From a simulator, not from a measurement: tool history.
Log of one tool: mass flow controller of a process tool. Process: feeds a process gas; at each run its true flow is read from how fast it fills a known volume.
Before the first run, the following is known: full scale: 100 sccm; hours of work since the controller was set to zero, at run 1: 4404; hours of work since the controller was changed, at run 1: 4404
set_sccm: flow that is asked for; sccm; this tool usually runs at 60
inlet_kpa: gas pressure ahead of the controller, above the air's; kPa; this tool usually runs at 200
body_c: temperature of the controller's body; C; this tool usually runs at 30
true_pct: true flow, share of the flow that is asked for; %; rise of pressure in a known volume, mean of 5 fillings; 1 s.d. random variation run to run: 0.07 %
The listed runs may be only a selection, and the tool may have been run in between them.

| run | hour | set_sccm | inlet_kpa | body_c | hours of work since the controller was set to zero | hours of work since the controller was changed | true_pct |
|---|---|---|---|---|---|---|---|
| 1 | 0.0 | 60 | 200 | 30 | 4404 | 4404 | 96.66 |
| 2 | 257.2 | 60 | 200 | 30 | 4518 | 4518 | 96.79 |
| 3 | 420.2 | 60 | 200 | 30 | 4591 | 4591 | 96.69 |
| 4 | 596.7 | 60 | 200 | 30 | 4669 | 4669 | 96.67 |
| 5 | 760.8 | 60 | 200 | 30 | 4742 | 4742 | 96.74 |
| 6 | 1063.8 | 60 | 200 | 30 | 4877 | 4877 | 96.61 |
|  | 1078.1 | controller's zero set anew |
| 7 | 1241.8 | 60 | 200 | 30 | 73 | 4956 | 96.00 |

Run 8 has not been measured yet. What should we expect?
| 8 | 1473.3 | 60 | 200 | 30 | 176 | 5059 | ? |

For run 8 the tool returned true_pct 95.88 %.
The same run, on a tool lacking any hidden state, would have yielded true_pct 99.36 %.
